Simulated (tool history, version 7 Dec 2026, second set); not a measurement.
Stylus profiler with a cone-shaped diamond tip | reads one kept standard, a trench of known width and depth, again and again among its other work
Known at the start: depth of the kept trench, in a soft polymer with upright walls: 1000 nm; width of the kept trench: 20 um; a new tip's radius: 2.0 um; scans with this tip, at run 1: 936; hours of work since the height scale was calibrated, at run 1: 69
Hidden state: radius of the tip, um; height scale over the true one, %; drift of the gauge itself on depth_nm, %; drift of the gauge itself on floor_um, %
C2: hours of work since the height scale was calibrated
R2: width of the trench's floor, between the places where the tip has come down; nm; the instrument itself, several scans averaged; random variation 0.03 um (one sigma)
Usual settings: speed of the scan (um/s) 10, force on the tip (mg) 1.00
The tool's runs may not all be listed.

run 1 day=0.000 | speed_of_the_scan_(um/s)=10 force_on_the_tip_(mg)=1.00 | scans_with_this_tip=936 C2=69 | depth_of_the_trench_(nm)=1004.66 R2=16440
run 2 day=0.438 | speed_of_the_scan_(um/s)=10 force_on_the_tip_(mg)=1.00 | scans_with_this_tip=1040 C2=77 | depth_of_the_trench_(nm)=1004.97 R2=16420
run 3 day=1.088 | speed_of_the_scan_(um/s)=30 force_on_the_tip_(mg)=1.00 | scans_with_this_tip=1194 C2=88 | depth_of_the_trench_(nm)=1004.86 R2=16320
run 4 day=1.475 | speed_of_the_scan_(um/s)=34 force_on_the_tip_(mg)=1.00 | scans_with_this_tip=1286 C2=95 | depth_of_the_trench_(nm)=1004.91 R2=16280
run 5 day=1.975 | speed_of_the_scan_(um/s)=10 force_on_the_tip_(mg)=1.00 | scans_with_this_tip=1404 C2=103 | depth_of_the_trench_(nm)=1005.02 R2=16370
run 6 day=2.329 | speed_of_the_scan_(um/s)=26 force_on_the_tip_(mg)=1.00 | scans_with_this_tip=1487 C2=110 | depth_of_the_trench_(nm)=1005.09 R2=16280
run 7 day=2.879 | speed_of_the_scan_(um/s)=26 force_on_the_tip_(mg)=1.00 | scans_with_this_tip=1618 C2=119 | depth_of_the_trench_(nm)=1005.29 R2=16340
run 8 day=3.483 | speed_of_the_scan_(um/s)=10 force_on_the_tip_(mg)=2.48 | scans_with_this_tip=1761 C2=130 | depth_of_the_trench_(nm)=1008.90 R2=16410
run 9 day=4.079 | speed_of_the_scan_(um/s)=10 force_on_the_tip_(mg)=2.48 | scans_with_this_tip=1902 C2=140 | depth_of_the_trench_(nm)=1008.75 R2=16450
run 10 day=4.508 | speed_of_the_scan_(um/s)=10 force_on_the_tip_(mg)=2.48 | scans_with_this_tip=2004 C2=148 | depth_of_the_trench_(nm)=1008.91 R2=16390
run 11 day=5.200 | speed_of_the_scan_(um/s)=10 force_on_the_tip_(mg)=1.00 | scans_with_this_tip=2168 C2=160 | depth_of_the_trench_(nm)=1004.73 R2=16340
run 12 day=5.558 | speed_of_the_scan_(um/s)=10 force_on_the_tip_(mg)=1.00 | scans_with_this_tip=2253 C2=166 | depth_of_the_trench_(nm)=1005.21 R2=16400
run 13 day=6.162 | speed_of_the_scan_(um/s)=10 force_on_the_tip_(mg)=1.00 | scans_with_this_tip=2395 C2=177 | depth_of_the_trench_(nm)=1004.54 R2=16290
run 14 day=6.554 | speed_of_the_scan_(um/s)=10 force_on_the_tip_(mg)=1.00 | scans_with_this_tip=2488 C2=183 | depth_of_the_trench_(nm)=1004.91 R2=16300
run 15 day=7.117 | speed_of_the_scan_(um/s)=10 force_on_the_tip_(mg)=1.00 | scans_with_this_tip=2621 C2=193 | depth_of_the_trench_(nm)=1004.67 R2=16340
run 16 day=7.583 | speed_of_the_scan_(um/s)=36 force_on_the_tip_(mg)=1.00 | scans_with_this_tip=2732 C2=201 | depth_of_the_trench_(nm)=1004.64 R2=16150
run 17 day=8.208 | speed_of_the_scan_(um/s)=36 force_on_the_tip_(mg)=2.10 | scans_with_this_tip=2880 C2=212 | depth_of_the_trench_(nm)=1008.06 R2=16210
run 18 day=8.671 | speed_of_the_scan_(um/s)=36 force_on_the_tip_(mg)=2.10 | scans_with_this_tip=2989 C2=220 | depth_of_the_trench_(nm)=1008.03 R2=16210
run 19 day=9.125 | speed_of_the_scan_(um/s)=36 force_on_the_tip_(mg)=2.10 | scans_with_this_tip=3097 C2=228 | depth_of_the_trench_(nm)=1007.97 R2=16180
-- day=9.188 height scale calibrated on a step standard
run 20 day=9.842 | speed_of_the_scan_(um/s)=36 force_on_the_tip_(mg)=2.10 | scans_with_this_tip=3262 C2=11 | depth_of_the_trench_(nm)=1007.55 R2=16190
run 21 day=10.179 | speed_of_the_scan_(um/s)=32 force_on_the_tip_(mg)=0.47 | scans_with_this_tip=3342 C2=17 | depth_of_the_trench_(nm)=1003.05 R2=16120
run 22 day=10.708 | speed_of_the_scan_(um/s)=22 force_on_the_tip_(mg)=2.96 | scans_with_this_tip=3466 C2=27 | depth_of_the_trench_(nm)=1009.58 R2=16150
run 23 day=11.429 | speed_of_the_scan_(um/s)=9 force_on_the_tip_(mg)=2.68 | scans_with_this_tip=3637 C2=39 | depth_of_the_trench_(nm)=1008.38 R2=16270
run 24 day=11.729 | speed_of_the_scan_(um/s)=9 force_on_the_tip_(mg)=2.68 | scans_with_this_tip=3708 C2=44 | depth_of_the_trench_(nm)=1009.18 R2=16190
-- day=12.258 height scale calibrated on a step standard, once more
run 25 day=12.258 | speed_of_the_scan_(um/s)=9 force_on_the_tip_(mg)=2.68 | scans_with_this_tip=3828 C2=0 | depth_of_the_trench_(nm)=1008.98 R2=16230
run 26 day=12.983 | speed_of_the_scan_(um/s)=4 force_on_the_tip_(mg)=2.29 | scans_with_this_tip=4000 C2=13 | depth_of_the_trench_(nm)=1008.34 R2=16230
run 27 day=13.575 | speed_of_the_scan_(um/s)=5 force_on_the_tip_(mg)=0.90 | scans_with_this_tip=4140 C2=23 | depth_of_the_trench_(nm)=1004.49 R2=16170

3 ways to go on from here, each from the tool as it stands after run 27. What would each give?
run A day=14.150 | speed_of_the_scan_(um/s)=9 force_on_the_tip_(mg)=1.00 | scans_with_this_tip=4277 C2=33 | depth_of_the_trench_(nm)=? R2=?
run B day=14.150 | speed_of_the_scan_(um/s)=16 force_on_the_tip_(mg)=0.66 | scans_with_this_tip=4277 C2=33 | depth_of_the_trench_(nm)=? R2=?
run C day=14.150 | speed_of_the_scan_(um/s)=10 force_on_the_tip_(mg)=0.81 | scans_with_this_tip=4277 C2=33 | depth_of_the_trench_(nm)=? R2=?

run=A depth_of_the_trench_(nm)=1004.70 R2=16150
run=B depth_of_the_trench_(nm)=1003.50 R2=16100
run=C depth_of_the_trench_(nm)=1003.89 R2=16140
Without the tool's hidden state the same runs would have given:
run=A depth_of_the_trench_(nm)=1004.78 R2=16490
run=B depth_of_the_trench_(nm)=1003.58 R2=16440
run=C depth_of_the_trench_(nm)=1003.97 R2=16480

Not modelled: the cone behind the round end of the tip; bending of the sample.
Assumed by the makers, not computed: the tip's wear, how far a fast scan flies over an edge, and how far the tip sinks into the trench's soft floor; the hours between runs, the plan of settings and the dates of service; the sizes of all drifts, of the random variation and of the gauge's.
